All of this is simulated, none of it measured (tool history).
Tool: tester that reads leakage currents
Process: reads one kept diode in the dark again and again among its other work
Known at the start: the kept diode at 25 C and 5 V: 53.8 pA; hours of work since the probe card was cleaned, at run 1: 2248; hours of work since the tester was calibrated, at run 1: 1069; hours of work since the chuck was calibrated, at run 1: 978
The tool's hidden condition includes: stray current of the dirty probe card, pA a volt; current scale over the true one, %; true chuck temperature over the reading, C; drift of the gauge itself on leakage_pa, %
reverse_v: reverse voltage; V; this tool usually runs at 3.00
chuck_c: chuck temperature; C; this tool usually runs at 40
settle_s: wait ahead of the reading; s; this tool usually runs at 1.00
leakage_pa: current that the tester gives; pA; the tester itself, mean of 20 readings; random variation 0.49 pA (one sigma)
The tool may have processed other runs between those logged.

run,hour,reverse_v,chuck_c,settle_s,hours of work since the probe card was cleaned,hours of work since the tester was calibrated,hours of work since the chuck was calibrated,leakage_pa
1,0.0,3.00,40,1.00,2248,1069,978,179.51
2,34.5,3.00,40,1.00,2267,1088,998,179.04
3,116.5,3.00,40,1.00,2313,1135,1044,179.40
4,160.2,3.00,40,1.00,2338,1159,1069,180.89
5,202.0,3.00,40,1.00,2362,1183,1092,180.40
6,264.4,3.00,40,2.06,2397,1218,1127,181.80
7,314.6,3.00,40,2.06,2425,1246,1156,180.62
8,380.3,3.00,40,2.06,2462,1283,1193,182.21
9,457.3,3.00,40,2.06,2506,1327,1236,182.55
10,526.6,3.00,40,2.06,2545,1366,1275,183.39
11,592.7,3.00,40,2.06,2582,1403,1313,182.50
12,663.7,3.00,40,2.06,2622,1443,1353,184.00
13,731.4,3.00,40,2.06,2660,1482,1391,185.26
14,801.4,3.00,40,2.06,2700,1521,1430,184.66
15,858.2,7.50,58,0.66,2732,1553,1463,1074.02
16,893.3,4.92,37,4.32,2752,1573,1482,184.87
17,943.8,1.22,22,1.00,2780,1601,1511,29.23
18,982.4,3.43,49,3.37,2802,1623,1533,398.99
19,1048.9,3.43,33,5.40,2839,1661,1570,115.26
20,1098.3,3.00,39,1.00,2867,1689,1598,173.65
21,1181.5,3.00,43,6.16,2914,1736,1645,238.19
22,1242.2,6.29,34,1.43,2948,1770,1679,168.31
23,1320.2,4.98,47,1.81,2992,1814,1723,407.81
# hour 1339.2: probe card cleaned and baked
24,1406.8,18.10,40,6.47,38,1861,1770,388.51
25,1442.4,12.66,34,0.78,58,1881,1790,208.24
26,1511.5,11.10,21,0.35,97,1920,1829,72.43
27,1594.7,6.01,23,0.35,144,1967,1876,63.25
28,1672.2,3.00,40,0.64,188,2011,1920,185.62

Here are 4 independent what-if runs from the current tool condition. What would each one return?
A,1710.7,3.00,40,1.00,210,2032,1942,?
B,1710.7,1.25,25,0.62,210,2032,1942,?
C,1710.7,9.34,37,2.56,210,2032,1942,?
D,1710.7,1.47,40,1.01,210,2032,1942,?

run,leakage_pa
A,186.20
B,35.95
C,236.13
D,136.77
Without the tool's unlogged condition, the same runs would have read:
run,leakage_pa
A,162.08
B,30.83
C,204.03
D,119.15
